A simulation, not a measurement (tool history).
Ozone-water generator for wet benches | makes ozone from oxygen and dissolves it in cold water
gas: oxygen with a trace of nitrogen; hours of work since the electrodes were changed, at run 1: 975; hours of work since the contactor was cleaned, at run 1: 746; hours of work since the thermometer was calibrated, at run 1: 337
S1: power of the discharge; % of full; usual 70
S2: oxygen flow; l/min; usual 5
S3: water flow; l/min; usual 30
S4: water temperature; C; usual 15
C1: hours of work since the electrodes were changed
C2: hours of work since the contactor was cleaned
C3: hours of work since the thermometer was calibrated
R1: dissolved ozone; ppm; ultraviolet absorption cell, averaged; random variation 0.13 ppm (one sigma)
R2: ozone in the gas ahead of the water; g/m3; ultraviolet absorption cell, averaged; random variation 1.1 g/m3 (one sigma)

| run | day | S1 | S2 | S3 | S4 | C1 | C2 | C3 | R1 | R2 |
|---|---|---|---|---|---|---|---|---|---|---|
| 1 | 0 | 70 | 5 | 30 | 15 | 975 | 746 | 337 | 14.1 | 195.5 |
| 2 | 2.046 | 70 | 5 | 30 | 15 | 1007 | 778 | 370 | 13.9 | 195.2 |
| 3 | 3.046 | 70 | 5 | 30 | 15 | 1022 | 793 | 385 | 14.1 | 191.1 |
| 4 | 4.938 | 70 | 2.93 | 30 | 15 | 1052 | 823 | 415 | 13.5 | 278 |
| 5 | 7.017 | 70 | 2.93 | 30 | 15 | 1085 | 856 | 448 | 13.5 | 273.3 |
| 6 | 8.4 | 70 | 2.93 | 30 | 15 | 1106 | 878 | 469 | 13.4 | 273.8 |
| 7 | 9.829 | 70 | 2.93 | 30 | 15 | 1129 | 900 | 492 | 13.4 | 274.8 |
| 8 | 11.521 | 70 | 2.93 | 30 | 15 | 1155 | 927 | 518 | 13.4 | 275.1 |
| 9 | 12.8 | 70 | 2.93 | 30 | 15 | 1175 | 947 | 538 | 13.5 | 271.4 |
| 10 | 14.229 | 46 | 8.05 | 30 | 15 | 1198 | 969 | 561 | 10 | 104.3 |
| 11 | 15.492 | 45 | 2.83 | 27 | 8 | 1218 | 989 | 581 | 11 | 203 |
| 12 | 17.662 | 45 | 2.83 | 27 | 8 | 1252 | 1023 | 615 | 11.2 | 200.8 |
| 13 | 19.25 | 45 | 2.83 | 27 | 8 | 1277 | 1048 | 640 | 11.2 | 202.3 |
| 14 | 20.583 | 45 | 2.83 | 39 | 15 | 1298 | 1069 | 661 | 7.5 | 203.1 |
| 15 | 22.446 | 45 | 2.83 | 39 | 15 | 1327 | 1098 | 690 | 7.4 | 201.7 |
| 16 | 23.812 | 45 | 2.83 | 39 | 15 | 1348 | 1120 | 711 | 7.6 | 202.1 |

The next listed run, before its measurement:
| 17 | 25.721 | 45 | 2.83 | 39 | 15 | 1378 | 1150 | 741 | ? | ? |

R1: 7.6 ppm
R2: 200.7 g/m3
Without the tool's hidden state the same run would have given R1 7.9 ppm, R2 205.2 g/m3.
